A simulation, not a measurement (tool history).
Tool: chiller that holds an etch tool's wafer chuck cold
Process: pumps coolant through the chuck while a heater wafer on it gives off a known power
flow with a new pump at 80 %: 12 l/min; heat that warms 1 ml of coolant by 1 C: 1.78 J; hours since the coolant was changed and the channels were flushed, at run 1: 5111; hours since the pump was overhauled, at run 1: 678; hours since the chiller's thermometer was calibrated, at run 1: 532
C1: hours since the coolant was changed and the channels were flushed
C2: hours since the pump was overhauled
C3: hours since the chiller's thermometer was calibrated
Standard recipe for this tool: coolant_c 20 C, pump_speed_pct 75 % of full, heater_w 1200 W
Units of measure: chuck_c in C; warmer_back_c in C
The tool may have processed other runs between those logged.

{"run": 1, "hour": 0.0, "coolant_c": 20, "pump_speed_pct": 75, "heater_w": 1200, "C1": 5111, "C2": 678, "C3": 532, "chuck_c": 28.3, "warmer_back_c": 3.66}
{"run": 2, "hour": 42.2, "coolant_c": 20, "pump_speed_pct": 79, "heater_w": 1200, "C1": 5154, "C2": 721, "C3": 575, "chuck_c": 27.9, "warmer_back_c": 3.47}
{"run": 3, "hour": 91.4, "coolant_c": 20, "pump_speed_pct": 79, "heater_w": 1200, "C1": 5203, "C2": 770, "C3": 624, "chuck_c": 28.2, "warmer_back_c": 3.43}
{"run": 4, "hour": 155.1, "coolant_c": 20, "pump_speed_pct": 75, "heater_w": 1200, "C1": 5267, "C2": 834, "C3": 687, "chuck_c": 28.3, "warmer_back_c": 3.69}
{"run": 5, "hour": 208.4, "coolant_c": 20, "pump_speed_pct": 75, "heater_w": 1061, "C1": 5320, "C2": 887, "C3": 741, "chuck_c": 27.3, "warmer_back_c": 3.26}
{"run": 6, "hour": 260.2, "coolant_c": 20, "pump_speed_pct": 75, "heater_w": 1061, "C1": 5372, "C2": 939, "C3": 793, "chuck_c": 27.2, "warmer_back_c": 3.31}
{"run": 7, "hour": 319.6, "coolant_c": 20, "pump_speed_pct": 75, "heater_w": 1061, "C1": 5431, "C2": 998, "C3": 852, "chuck_c": 27.4, "warmer_back_c": 3.29}
{"run": 8, "hour": 369.2, "coolant_c": 20, "pump_speed_pct": 78, "heater_w": 1200, "C1": 5481, "C2": 1048, "C3": 902, "chuck_c": 28.1, "warmer_back_c": 3.63}
{"run": 9, "hour": 417.6, "coolant_c": 20, "pump_speed_pct": 69, "heater_w": 1200, "C1": 5529, "C2": 1096, "C3": 950, "chuck_c": 29.0, "warmer_back_c": 4.11}
{"run": 10, "hour": 455.6, "coolant_c": 20, "pump_speed_pct": 75, "heater_w": 1200, "C1": 5567, "C2": 1134, "C3": 988, "chuck_c": 28.3, "warmer_back_c": 3.75}
{"run": 11, "hour": 515.1, "coolant_c": 20, "pump_speed_pct": 76, "heater_w": 1200, "C1": 5627, "C2": 1194, "C3": 1047, "chuck_c": 28.1, "warmer_back_c": 3.83}
{"run": 12, "hour": 546.0, "coolant_c": 20, "pump_speed_pct": 76, "heater_w": 1200, "C1": 5658, "C2": 1225, "C3": 1078, "chuck_c": 28.2, "warmer_back_c": 3.81}
{"run": 13, "hour": 573.6, "coolant_c": 20, "pump_speed_pct": 76, "heater_w": 1200, "C1": 5685, "C2": 1252, "C3": 1106, "chuck_c": 28.3, "warmer_back_c": 3.74}
{"run": 14, "hour": 627.7, "coolant_c": 20, "pump_speed_pct": 75, "heater_w": 1200, "C1": 5739, "C2": 1306, "C3": 1160, "chuck_c": 28.5, "warmer_back_c": 3.83}
{"run": 15, "hour": 682.0, "coolant_c": 12, "pump_speed_pct": 75, "heater_w": 1200, "C1": 5793, "C2": 1360, "C3": 1214, "chuck_c": 20.2, "warmer_back_c": 3.83}
{"run": 16, "hour": 711.8, "coolant_c": 12, "pump_speed_pct": 75, "heater_w": 1200, "C1": 5823, "C2": 1390, "C3": 1244, "chuck_c": 20.2, "warmer_back_c": 3.86}

The next listed run, before its measurement:
{"run": 17, "hour": 755.6, "coolant_c": 12, "pump_speed_pct": 75, "heater_w": 1200, "C1": 5867, "C2": 1434, "C3": 1288, "chuck_c": "?", "warmer_back_c": "?"}

chuck_c: 20.5 C
warmer_back_c: 3.85 C
Minus the tool's unlogged condition, the same run would have read chuck_c 20.4 C, warmer_back_c 3.56 C.
